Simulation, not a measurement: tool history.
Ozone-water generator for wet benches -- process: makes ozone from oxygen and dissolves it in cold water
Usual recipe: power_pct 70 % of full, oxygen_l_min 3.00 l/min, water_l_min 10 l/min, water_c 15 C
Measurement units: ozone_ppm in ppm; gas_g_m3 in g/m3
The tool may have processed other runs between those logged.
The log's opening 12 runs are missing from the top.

{"run": 13, "hour": 1674.8, "power_pct": 70, "oxygen_l_min": 3.0, "water_l_min": 7, "water_c": 15, "ozone_ppm": 20.2, "gas_g_m3": 155.0}
{"run": 14, "hour": 1779.1, "power_pct": 70, "oxygen_l_min": 3.0, "water_l_min": 10, "water_c": 15, "ozone_ppm": 15.2, "gas_g_m3": 153.2}
{"run": 15, "hour": 1944.0, "power_pct": 70, "oxygen_l_min": 3.0, "water_l_min": 10, "water_c": 15, "ozone_ppm": 15.2, "gas_g_m3": 152.4}
{"run": 16, "hour": 2059.7, "power_pct": 70, "oxygen_l_min": 3.0, "water_l_min": 10, "water_c": 15, "ozone_ppm": 15.3, "gas_g_m3": 153.4}
{"run": 17, "hour": 2172.2, "power_pct": 77, "oxygen_l_min": 1.55, "water_l_min": 9, "water_c": 8, "ozone_ppm": 18.4, "gas_g_m3": 240.2}
{"run": 18, "hour": 2355.6, "power_pct": 73, "oxygen_l_min": 3.59, "water_l_min": 10, "water_c": 8, "ozone_ppm": 17.1, "gas_g_m3": 140.7}
{"run": 19, "hour": 2525.0, "power_pct": 73, "oxygen_l_min": 3.59, "water_l_min": 9, "water_c": 8, "ozone_ppm": 18.5, "gas_g_m3": 140.0}
{"run": 20, "hour": 2603.2, "power_pct": 52, "oxygen_l_min": 3.59, "water_l_min": 9, "water_c": 8, "ozone_ppm": 14.8, "gas_g_m3": 112.9}
{"run": 21, "hour": 2776.3, "power_pct": 99, "oxygen_l_min": 3.0, "water_l_min": 10, "water_c": 21, "ozone_ppm": 16.9, "gas_g_m3": 188.3}
{"run": 22, "hour": 2954.2, "power_pct": 99, "oxygen_l_min": 3.0, "water_l_min": 10, "water_c": 21, "ozone_ppm": 16.9, "gas_g_m3": 191.6}
{"run": 23, "hour": 3114.0, "power_pct": 70, "oxygen_l_min": 2.38, "water_l_min": 8, "water_c": 15, "ozone_ppm": 18.2, "gas_g_m3": 172.5}
{"run": 24, "hour": 3269.0, "power_pct": 47, "oxygen_l_min": 2.78, "water_l_min": 8, "water_c": 18, "ozone_ppm": 13.0, "gas_g_m3": 121.7}
{"run": 25, "hour": 3375.1, "power_pct": 47, "oxygen_l_min": 2.78, "water_l_min": 9, "water_c": 10, "ozone_ppm": 13.8, "gas_g_m3": 123.5}
{"run": 26, "hour": 3509.0, "power_pct": 84, "oxygen_l_min": 3.0, "water_l_min": 10, "water_c": 15, "ozone_ppm": 16.5, "gas_g_m3": 168.9}
{"run": 27, "hour": 3616.5, "power_pct": 84, "oxygen_l_min": 3.0, "water_l_min": 10, "water_c": 15, "ozone_ppm": 16.4, "gas_g_m3": 170.8}
{"run": 28, "hour": 3743.0, "power_pct": 84, "oxygen_l_min": 2.16, "water_l_min": 8, "water_c": 15, "ozone_ppm": 19.9, "gas_g_m3": 204.8}
{"hour": 3907.7, "done": "water thermometer calibrated"}
{"run": 29, "hour": 3912.8, "power_pct": 70, "oxygen_l_min": 1.69, "water_l_min": 11, "water_c": 15, "ozone_ppm": 13.3, "gas_g_m3": 209.1}
{"run": 30, "hour": 4020.4, "power_pct": 47, "oxygen_l_min": 1.91, "water_l_min": 9, "water_c": 14, "ozone_ppm": 13.0, "gas_g_m3": 154.2}
{"run": 31, "hour": 4212.0, "power_pct": 47, "oxygen_l_min": 1.91, "water_l_min": 9, "water_c": 14, "ozone_ppm": 12.7, "gas_g_m3": 153.1}
{"run": 32, "hour": 4406.5, "power_pct": 92, "oxygen_l_min": 3.0, "water_l_min": 10, "water_c": 15, "ozone_ppm": 17.2, "gas_g_m3": 177.2}

Predict each of these 4 candidate next runs independently; none follows another, all start after run 32:
{"run": "A", "hour": 4501.7, "power_pct": 86, "oxygen_l_min": 3.0, "water_l_min": 10, "water_c": 20, "ozone_ppm": "?", "gas_g_m3": "?"}
{"run": "B", "hour": 4501.7, "power_pct": 70, "oxygen_l_min": 3.0, "water_l_min": 10, "water_c": 10, "ozone_ppm": "?", "gas_g_m3": "?"}
{"run": "C", "hour": 4501.7, "power_pct": 92, "oxygen_l_min": 2.15, "water_l_min": 10, "water_c": 15, "ozone_ppm": "?", "gas_g_m3": "?"}
{"run": "D", "hour": 4501.7, "power_pct": 92, "oxygen_l_min": 1.69, "water_l_min": 11, "water_c": 22, "ozone_ppm": "?", "gas_g_m3": "?"}

run=A ozone_ppm=15.1 gas_g_m3=169.9
run=B ozone_ppm=15.7 gas_g_m3=149.7
run=C ozone_ppm=17.2 gas_g_m3=216.7
run=D ozone_ppm=14.4 gas_g_m3=248.1
With the hidden condition removed and each run's random variation left untouched, the same runs would have given:
run=A ozone_ppm=17.4 gas_g_m3=183.4
run=B ozone_ppm=17.8 gas_g_m3=160.2
run=C ozone_ppm=19.9 gas_g_m3=234.8
run=D ozone_ppm=16.6 gas_g_m3=268.7

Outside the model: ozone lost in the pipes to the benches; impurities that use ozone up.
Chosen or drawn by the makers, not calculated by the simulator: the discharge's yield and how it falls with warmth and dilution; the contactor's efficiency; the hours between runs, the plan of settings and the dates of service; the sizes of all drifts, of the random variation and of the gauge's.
